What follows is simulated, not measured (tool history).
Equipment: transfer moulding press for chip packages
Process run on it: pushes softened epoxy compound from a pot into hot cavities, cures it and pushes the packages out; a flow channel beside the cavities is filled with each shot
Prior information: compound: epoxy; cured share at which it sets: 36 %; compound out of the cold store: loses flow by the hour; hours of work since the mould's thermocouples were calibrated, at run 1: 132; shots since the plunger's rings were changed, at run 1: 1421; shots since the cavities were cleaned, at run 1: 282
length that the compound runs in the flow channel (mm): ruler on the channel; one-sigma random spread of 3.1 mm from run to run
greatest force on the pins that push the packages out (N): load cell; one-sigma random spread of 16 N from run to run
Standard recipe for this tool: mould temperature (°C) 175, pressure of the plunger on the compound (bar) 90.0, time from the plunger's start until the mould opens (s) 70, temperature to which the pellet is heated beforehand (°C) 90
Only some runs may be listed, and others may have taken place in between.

run	day	mould temperature (°C)	pressure of the plunger on the compound (bar)	time from the plunger's start until the mould opens (s)	temperature to which the pellet is heated beforehand (°C)	hours of work since the mould's thermocouples were calibrated	shots since the plunger's rings were changed	shots since the cavities were cleaned	incoming compound's hours out of the cold store	length that the compound runs in the flow channel (mm)	greatest force on the pins that push the packages out (N)
1	0.000	175	90.0	70	90	132	1421	282	29.3	707	954
2	0.633	175	90.0	70	90	141	1614	475	35.8	689	1055
3	1.238	175	90.0	70	90	149	1797	658	13.0	757	1199
# day 1.721: cavities cleaned with cleaning compound and waxed
4	1.838	175	90.0	70	90	156	1961	35	21.4	733	1456
5	2.438	175	90.0	70	90	164	2143	217	26.6	704	1387
6	2.833	175	90.0	70	90	169	2264	338	15.4	744	1438
7	3.146	175	90.0	70	90	174	2359	433	40.2	674	1253
8	3.483	175	90.0	70	90	178	2463	537	31.7	691	1353
9	4.075	176	90.0	70	90	186	2643	717	35.5	675	1190
# day 4.342: cavities cleaned with cleaning compound and waxed
10	4.517	176	90.0	63	90	191	2758	53	19.8	722	966
11	5.067	175	104.3	99	98	198	2926	221	12.5	795	536
12	5.454	175	104.3	70	98	203	3044	339	13.4	797	1000
13	5.817	175	92.1	92	98	208	3154	449	14.1	733	655

Take each entry between the runs: how does the hidden state at the last listed run before it differ from the hidden state at the first listed run after it?
From run 3 to run 4: cavities cleaned with cleaning compound and waxed (day 1.721)
  true mould temperature over the reading, C: 0.34 -> 0.35; pressure that reaches the compound, % of what is set: 92.84 -> 92.25; grip of the stained cavities, % over clean ones': 60.2 -> 102.7
  the result without the hidden state subtracted from the measured one, length that the compound runs in the flow channel (mm): -30 -> -31; greatest force on the pins that push the packages out (N): +429 -> +719
From run 9 to run 10: cavities cleaned with cleaning compound and waxed (day 4.342)
  true mould temperature over the reading, C: 0.4 -> 0.41; pressure that reaches the compound, % of what is set: 89.73 -> 89.32; grip of the stained cavities, % over clean ones': 88.8 -> 8.5
  the result without the hidden state subtracted from the measured one, length that the compound runs in the flow channel (mm): -39 -> -44; greatest force on the pins that push the packages out (N): +541 -> +46

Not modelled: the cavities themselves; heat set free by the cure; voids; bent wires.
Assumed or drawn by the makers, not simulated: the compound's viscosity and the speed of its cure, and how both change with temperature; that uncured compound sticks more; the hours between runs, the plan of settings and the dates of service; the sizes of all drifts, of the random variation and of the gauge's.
